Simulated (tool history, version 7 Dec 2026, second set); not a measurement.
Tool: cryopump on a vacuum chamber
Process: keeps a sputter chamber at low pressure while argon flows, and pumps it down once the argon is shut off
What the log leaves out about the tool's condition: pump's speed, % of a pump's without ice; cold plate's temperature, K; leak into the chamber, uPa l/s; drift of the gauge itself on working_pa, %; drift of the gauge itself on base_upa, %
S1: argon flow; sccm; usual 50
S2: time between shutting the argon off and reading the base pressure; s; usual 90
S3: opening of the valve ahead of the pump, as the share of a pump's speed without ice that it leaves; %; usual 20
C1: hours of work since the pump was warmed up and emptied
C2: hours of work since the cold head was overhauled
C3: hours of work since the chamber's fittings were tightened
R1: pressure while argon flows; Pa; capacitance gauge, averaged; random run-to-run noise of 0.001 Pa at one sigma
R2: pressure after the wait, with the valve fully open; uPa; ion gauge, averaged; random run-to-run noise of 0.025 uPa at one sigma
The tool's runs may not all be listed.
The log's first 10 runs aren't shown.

run,hour,S1,S2,S3,C1,C2,C3,R1,R2
11,136.8,50,90,20,212,212,827,0.2291,1.25
12,150.2,50,90,20,223,223,838,0.2278,1.29
13,160.6,30,90,20,231,231,846,0.1371,1.30
14,168.8,50,90,20,237,237,852,0.2281,1.25
15,182.1,50,90,20,248,248,863,0.2296,1.30
16,189.9,50,90,20,254,254,869,0.2292,1.27
17,197.9,50,90,20,260,260,875,0.2308,1.27
18,215.0,50,90,20,273,273,889,0.2305,1.29
19,230.2,50,90,20,285,285,901,0.2301,1.29
20,241.6,33,30,20,294,294,910,0.1529,3.01
21,249.4,48,82,20,300,300,916,0.2241,1.42
22,257.6,48,224,20,307,307,922,0.2234,0.79
23,266.1,48,224,20,314,314,929,0.2245,0.77
24,276.9,50,53,20,322,322,937,0.2346,1.91
25,293.4,47,38,20,335,335,950,0.2184,2.43
26,306.2,89,20,18,345,345,960,0.4585,4.36
27,315.3,89,20,18,352,352,967,0.4612,4.34
28,332.1,61,117,15,365,365,980,0.3759,1.13
29,342.7,61,89,31,374,374,989,0.1913,1.41
30,354.9,61,89,31,383,383,998,0.1926,1.41
31,370.0,61,89,31,395,395,1010,0.1948,1.45
32,377.4,50,250,22,401,401,1016,0.2186,0.86
33,388.6,50,250,22,410,410,1025,0.2172,0.85
34,400.6,50,250,22,419,419,1034,0.2164,0.84
35,411.0,23,77,48,427,427,1042,0.0505,1.58

Predict each of these 3 candidate next runs independently; none follows another, all start after run 35:
# hour 431.2: pump warmed up, emptied and cooled again
A,432.8,23,77,19,1,440,1055,?,?
# hour 431.2: pump warmed up, emptied and cooled again
B,432.8,83,74,32,1,440,1055,?,?
# hour 431.2: pump warmed up, emptied and cooled again
C,432.8,50,23,20,1,440,1055,?,?

run,R1,R2
A,0.1069,1.47
B,0.2295,1.42
C,0.2203,3.85
With no hidden state in the tool, these same runs would have given:
run,R1,R2
A,0.1067,1.22
B,0.2288,1.18
C,0.2198,3.61
